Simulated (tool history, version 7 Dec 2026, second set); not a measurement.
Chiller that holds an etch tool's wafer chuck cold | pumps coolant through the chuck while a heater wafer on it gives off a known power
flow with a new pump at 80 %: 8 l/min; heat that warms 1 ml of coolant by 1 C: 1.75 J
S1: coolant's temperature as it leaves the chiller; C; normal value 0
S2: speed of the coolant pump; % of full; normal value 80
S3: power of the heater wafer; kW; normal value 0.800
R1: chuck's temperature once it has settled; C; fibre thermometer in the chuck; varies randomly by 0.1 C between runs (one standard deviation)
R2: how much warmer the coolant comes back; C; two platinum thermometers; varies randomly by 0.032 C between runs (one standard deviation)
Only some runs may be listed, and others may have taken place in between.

run	hour	S1	S2	S3	R1	R2
1	0.0	0	80	0.800	6.1	3.41
2	32.3	0	80	0.581	4.4	2.57
3	60.8	0	80	0.581	4.3	2.52
4	76.4	0	73	0.581	4.8	2.79
5	93.1	0	89	0.581	3.8	2.35
6	128.5	0	89	0.581	4.0	2.44
7	166.1	0	89	0.581	3.9	2.45
8	181.6	0	89	0.581	3.8	2.43
9	214.4	-3	80	0.800	3.0	3.65
10	235.5	0	80	0.800	6.1	3.68
11	264.9	-1	85	1.025	6.4	4.39
12	288.5	-1	67	0.830	6.2	4.53
13	308.3	0	99	0.800	5.0	3.14
14	336.2	0	99	0.800	5.1	3.14
15	356.6	-10	96	0.477	-6.8	2.08
16	393.5	0	80	0.580	4.3	2.88
17	416.5	-3	68	1.200	7.4	6.45
# hour 421.6: gauge calibrated
18	432.6	-6	68	1.200	4.2	6.00
19	450.6	-6	91	1.200	1.9	4.63

For some of the steps in R2 from one run to the next: how much would appear even if the tool had no hidden state, given the settings, what came in and random variation, and how much remains for the hidden state plus any gauge scatter that the measured result and the result without hidden state don't share?
Hidden state present: heat passed by the chuck's channels, % of clean ones'; flow at a given pump speed, % of a new pump's; coolant's true temperature over the reading, C; drift of the gauge itself on chuck_c, C; drift of the gauge itself on warmer_back_c, C.
Run 16 -> 17: S1 0 -> -3, S2 80 -> 68, S3 0.580 -> 1.200. R2 +3.57 C: hidden state +0.02, all else +3.55.
Run 17 -> 18: S1 -3 -> -6, gauge calibrated. R2 -0.45 C: hidden state -0.42, all else -0.03.

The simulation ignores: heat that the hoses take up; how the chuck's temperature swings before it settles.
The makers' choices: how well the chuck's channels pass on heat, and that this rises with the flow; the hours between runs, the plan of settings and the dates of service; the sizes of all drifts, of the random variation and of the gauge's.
